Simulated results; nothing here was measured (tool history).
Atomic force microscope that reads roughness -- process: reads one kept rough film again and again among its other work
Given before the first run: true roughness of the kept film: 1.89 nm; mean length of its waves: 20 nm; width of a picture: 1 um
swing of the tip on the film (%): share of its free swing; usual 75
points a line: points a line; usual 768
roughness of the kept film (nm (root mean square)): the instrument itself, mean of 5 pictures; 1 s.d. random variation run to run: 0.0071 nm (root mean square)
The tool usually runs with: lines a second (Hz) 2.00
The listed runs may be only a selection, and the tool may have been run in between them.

run,hour,lines a second (Hz),swing of the tip on the film (%),points a line,roughness of the kept film (nm (root mean square))
1,0.0,2.00,75,768,1.433
2,42.3,2.00,75,768,1.375
3,78.0,2.00,75,768,1.318
4,98.9,2.00,57,768,1.457
# hour 103.3: new tip fitted
5,147.2,2.00,57,768,1.521
6,177.5,2.00,57,768,1.498
# hour 210.7: new tip fitted
7,219.3,1.82,57,768,1.602
8,267.8,1.82,57,768,1.543
9,293.3,2.00,66,768,1.425
# hour 319.0: new tip fitted
10,342.8,2.00,66,768,1.515
11,374.4,2.00,66,768,1.471
12,398.1,2.00,81,768,1.290
# hour 429.4: new tip fitted
13,431.6,2.00,81,768,1.340
14,460.9,2.00,62,768,1.519
15,501.8,2.00,75,768,1.349
16,533.1,2.00,75,768,1.318
# hour 536.3: new tip fitted
17,559.7,2.00,70,768,1.457
18,608.3,2.00,81,768,1.288
# hour 645.9: new tip fitted
19,655.6,2.00,75,768,1.425
20,701.9,2.00,75,768,1.354
21,749.0,2.00,75,768,1.315
# hour 753.2: new tip fitted
22,774.0,2.00,75,822,1.412
23,793.9,2.00,75,478,1.385
24,824.5,2.00,75,478,1.338
# hour 863.4: new tip fitted
# hour 868.6: height scale calibrated on a step standard
25,871.2,2.00,75,478,1.426
26,903.9,2.00,75,478,1.394
27,942.8,2.08,75,651,1.342
# hour 972.6: new tip fitted
28,979.3,2.23,75,1020,1.408
29,999.9,2.64,78,326,1.284
30,1021.0,1.16,89,326,1.337
31,1047.5,0.74,69,532,1.523
32,1073.1,0.74,69,532,1.498
# hour 1080.5: new tip fitted
33,1108.6,0.74,69,532,1.587
34,1138.5,0.74,81,532,1.487
35,1164.3,2.26,58,386,1.468
# hour 1189.6: new tip fitted
36,1202.3,3.81,66,373,1.396
37,1223.3,1.45,89,373,1.299
38,1263.0,1.45,89,373,1.263
# hour 1296.7: new tip fitted
39,1312.6,2.00,79,768,1.376
40,1356.9,2.35,71,686,1.379
41,1400.6,1.64,69,282,1.390
# hour 1404.8: new tip fitted
42,1442.6,0.89,75,768,1.531
43,1471.1,0.89,80,280,1.424
44,1499.8,0.89,80,280,1.402
# hour 1513.4: new tip fitted
45,1523.1,0.89,80,280,1.483
46,1560.7,0.89,80,280,1.436
47,1600.7,1.22,80,499,1.384
# hour 1623.5: new tip fitted
48,1624.8,2.34,62,1004,1.556

4 options for the next run, each taken on its own from the tool as it stands now. Forecast them:
A,1664.2,1.28,85,387,?
B,1664.2,0.80,58,461,?
C,1664.2,2.00,73,768,?
D,1664.2,2.00,88,981,?

run,roughness of the kept film (nm (root mean square))
A,1.373
B,1.599
C,1.433
D,1.219
Take away the tool's hidden state, keep each run's random variation, and the runs would have read:
run,roughness of the kept film (nm (root mean square))
A,1.436
B,1.673
C,1.499
D,1.276
